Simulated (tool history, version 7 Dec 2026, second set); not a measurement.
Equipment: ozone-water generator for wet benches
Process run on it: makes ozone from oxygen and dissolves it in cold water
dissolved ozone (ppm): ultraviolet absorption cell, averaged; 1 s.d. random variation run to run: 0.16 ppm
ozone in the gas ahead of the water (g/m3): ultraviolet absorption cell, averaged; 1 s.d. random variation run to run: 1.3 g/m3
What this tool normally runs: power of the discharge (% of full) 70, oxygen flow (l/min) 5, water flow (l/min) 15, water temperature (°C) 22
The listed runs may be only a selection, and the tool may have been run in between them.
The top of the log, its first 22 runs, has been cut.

run	hour	power of the discharge (% of full)	oxygen flow (l/min)	water flow (l/min)	water temperature (°C)	hours of work since the electrodes were changed	hours of work since the contactor was cleaned	hours of work since the thermometer was calibrated	dissolved ozone (ppm)	ozone in the gas ahead of the water (g/m3)
23	575	70	2.84	21	14	1008	6097	2103	14.9	303.4
24	593.6	53	3.33	13	20	1024	6113	2119	19.1	229.6
25	622.4	53	3.33	13	20	1048	6137	2143	19.3	227.3
26	640	53	3.33	13	20	1063	6152	2158	19.2	227.8
27	671.6	53	3.33	13	20	1090	6179	2184	19.1	227.9
28	706.9	53	5.75	17	21	1120	6209	2214	15.3	181.8
29	727.4	53	5.52	17	21	1137	6226	2231	15.2	183.5
30	752.1	53	5.52	17	21	1158	6247	2252	15.2	182.8
31	783.2	69	5	15	22	1184	6273	2279	21	238.5
32	801.3	56	4.45	10	21	1199	6289	2294	24.5	209.1

Each row is a separate what-if for the run after 32, all from the same tool condition, not one after another. Results?
A	832.3	53	4.45	10	25	1226	6315	2320	?	?
B	832.3	70	5	15	15	1226	6315	2320	?	?
C	832.3	59	5	15	21	1226	6315	2320	?	?
D	832.3	67	2.89	10	18	1226	6315	2320	?	?
E	832.3	56	4.88	10	21	1226	6315	2320	?	?

run	dissolved ozone (ppm)	ozone in the gas ahead of the water (g/m3)
A	21.8	202.2
B	23.4	241.2
C	18.5	210.2
D	29.9	293.4
E	24.6	201.6
With no hidden state in the tool, these same runs would have given:
run	dissolved ozone (ppm)	ozone in the gas ahead of the water (g/m3)
A	21.8	202.2
B	23.4	241.2
C	18.5	210.2
D	29.9	293.4
E	24.6	201.6

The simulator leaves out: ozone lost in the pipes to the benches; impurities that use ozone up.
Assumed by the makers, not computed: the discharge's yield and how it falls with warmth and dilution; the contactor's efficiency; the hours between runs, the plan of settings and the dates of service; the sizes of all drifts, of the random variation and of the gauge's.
